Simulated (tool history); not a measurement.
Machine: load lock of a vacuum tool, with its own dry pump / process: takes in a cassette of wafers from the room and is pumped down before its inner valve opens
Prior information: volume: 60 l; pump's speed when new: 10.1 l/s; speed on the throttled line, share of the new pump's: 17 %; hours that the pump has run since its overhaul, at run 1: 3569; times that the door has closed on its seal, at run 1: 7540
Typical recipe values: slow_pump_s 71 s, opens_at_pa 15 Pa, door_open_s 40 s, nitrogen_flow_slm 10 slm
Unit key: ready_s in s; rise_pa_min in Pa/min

run      day  slow_pump_s  opens_at_pa  door_open_s  nitrogen_flow_slm  hours that the pump has run since its overhaul  times that the door has closed on its seal  incoming humidity of the room's air, %  ready_s  rise_pa_min
  1        0           71           15           40                 10                                            3569                                        7540                                    46.3    112.7        0.063
  2    7.879           71           15           40                 10                                            3758                                        8382                                    48.3    113.3        0.072
  3    14.25           71           15           40                 10                                            3911                                        9062                                      45    113.4        0.082
  4   19.612           71           15           40                 10                                            4040                                        9635                                    43.4    112.5        0.075
  5   24.433           71           28           40                 10                                            4155                                       10149                                    45.1    109.9        0.084
  6   30.862           71           28           40                 10                                            4310                                       10836                                    43.7    109.4        0.091
  7   34.592           71           28           40                 18                                            4399                                       11234                                    44.3    109.7        0.098
  8   38.521           71           28           58                 18                                            4494                                       11654                                    45.5    110.3          0.1
  9   45.346           71           28           58                 18                                            4657                                       12382                                    39.7    110.1        0.109
 10   51.971           71           15           51                 10                                            4816                                       13090                                      46    113.5        0.122
 11   59.421           71           15           51                 10                                            4995                                       13885                                    42.5    113.5        0.133
 12   64.675           71           15           40                 10                                            5121                                       14446                                    42.4    115.5        0.135
 13   71.529           55           15           40                 10                                            5286                                       15178                                    44.9    101.4        0.148
 14   74.796           71           15           40                 10                                            5364                                       15527                                    42.1    113.4        0.152
 15   78.038           71           15           40                 10                                            5442                                       15873                                    43.2    114.5        0.159
 16     81.9           71           15           40                 10                                            5535                                       16286                                    44.3    114.4        0.163
 17   87.396           71           15           40                 10                                            5667                                       16873                                    45.7    112.9         0.17
 18   92.679           71           15           40                 10                                            5793                                       17437                                    41.4    113.7        0.179
 19   98.196           99           15           40                 10                                            5926                                       18026                                    45.6      136         0.19
 20  103.875           99           15           40                 10                                            6062                                       18632                                    42.3    137.4        0.194
 21  110.742           99           15           67                  8                                            6227                                       19365                                    42.7    138.6        0.214
 22  115.333           64           29           35                  5                                            6337                                       19856                                    41.7    104.1        0.221
 23  122.217           64           12           56                 10                                            6502                                       20591                                    45.8    110.1        0.233
 24  129.467           71           26           40                  4                                            6676                                       21365                                    45.4    111.3        0.251
 25  134.992           87           15           40                 10                                            6809                                       21955                                    42.4    127.4        0.248
 26  139.033           87           15           40                 10                                            6906                                       22387                                    47.6    127.6         0.26
 27  146.204          118           16           25                 44                                            7078                                       23152                                    44.3    153.5        0.264
 28  152.858          118           16           25                 44                                            7238                                       23863                                    42.4    152.9        0.283
 29  156.954           55           15           40                 33                                            7336                                       24300                                    45.6    102.4        0.298
 30  161.883           71           14           39                 27                                            7454                                       24827                                    45.1    114.7        0.302
 31  167.279           71           14           39                 27                                            7584                                       25403                                    47.3    114.8        0.317
 32  171.271           77           15          123                 14                                            7680                                       25829                                    42.6    118.8        0.345
 33  174.542           77           15          123                 14                                            7758                                       26178                                    46.3    119.8        0.347
 34    181.1           77           15          113                 14                                            7915                                       26878                                    44.9      119        0.358
 35  184.838           71           15          146                 10                                            8005                                       27278                                    44.9    114.5        0.378
 36  189.896          106           15          192                 10                                            8127                                       27818                                      46    143.4        0.404

3 options for the next run, each taken on its own from the tool as it stands now. Forecast them:
  A  196.583           83           14          192                 21                                            8287                                       28532                                    45.4        ?            ?
  B  196.583          106           23          192                 28                                            8287                                       28532                                    42.8        ?            ?
  C  196.583          106           15          192                 29                                            8287                                       28532                                    43.6        ?            ?

run  ready_s  rise_pa_min
  A    125.1        0.404
  B    142.2        0.399
  C    141.8        0.403
Take away the tool's hidden state, keep each run's random variation, and the runs would have read:
run  ready_s  rise_pa_min
  A    121.8        0.032
  B    139.5        0.028
  C      139        0.028
